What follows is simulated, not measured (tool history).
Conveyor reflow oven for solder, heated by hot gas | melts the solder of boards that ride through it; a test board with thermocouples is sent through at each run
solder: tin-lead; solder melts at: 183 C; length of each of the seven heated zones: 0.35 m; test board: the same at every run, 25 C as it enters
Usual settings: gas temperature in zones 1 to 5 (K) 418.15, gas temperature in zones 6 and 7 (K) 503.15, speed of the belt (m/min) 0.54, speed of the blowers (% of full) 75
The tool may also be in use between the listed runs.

| run | hour | gas temperature in zones 1 to 5 (K) | gas temperature in zones 6 and 7 (K) | speed of the belt (m/min) | speed of the blowers (% of full) | highest temperature of the board (K) | time above the solder's melting point (s) |
|---|---|---|---|---|---|---|---|
| 1 | 0 | 418.15 | 503.15 | 0.54 | 75 | 490.35 | 60.9 |
| 2 | 5.3 | 418.15 | 503.15 | 0.54 | 75 | 489.95 | 60.8 |
| 3 | 12.5 | 418.15 | 496.15 | 0.54 | 75 | 484.15 | 56.2 |
| 4 | 18.7 | 418.15 | 515.15 | 0.54 | 75 | 500.55 | 67.8 |
| 5 | 28.3 | 418.15 | 503.15 | 0.54 | 75 | 489.65 | 61.2 |
| 6 | 38.9 | 418.15 | 503.15 | 0.54 | 75 | 490.25 | 60.9 |
| 7 | 44.1 | 418.15 | 503.15 | 0.54 | 75 | 490.15 | 60.8 |
| 8 | 53.9 | 418.15 | 503.15 | 0.54 | 75 | 489.75 | 61.1 |
| 9 | 60.6 | 418.15 | 503.15 | 0.54 | 75 | 489.85 | 60.9 |
| 10 | 66.6 | 418.15 | 503.15 | 0.54 | 75 | 490.05 | 60.7 |
| 11 | 73.9 | 418.15 | 503.15 | 0.54 | 75 | 489.65 | 60.7 |
| 12 | 82.8 | 418.15 | 503.15 | 0.54 | 75 | 489.85 | 61.1 |
| 13 | 88 | 418.15 | 503.15 | 0.54 | 75 | 489.85 | 61.1 |
| 14 | 98.5 | 418.15 | 503.15 | 0.54 | 75 | 489.75 | 60.7 |
| 15 | 106.5 | 403.15 | 503.15 | 0.54 | 75 | 487.75 | 53.5 |

Forecast run 16:
| 16 | 112.9 | 410.15 | 493.15 | 0.449 | 75 | ? | ? |

Run 16 gave highest temperature of the board (K) 484.65, time above the solder's melting point (s) 66.5.
Without the tool's hidden state the same run would have given highest temperature of the board (K) 484.65, time above the solder's melting point (s) 66.4.

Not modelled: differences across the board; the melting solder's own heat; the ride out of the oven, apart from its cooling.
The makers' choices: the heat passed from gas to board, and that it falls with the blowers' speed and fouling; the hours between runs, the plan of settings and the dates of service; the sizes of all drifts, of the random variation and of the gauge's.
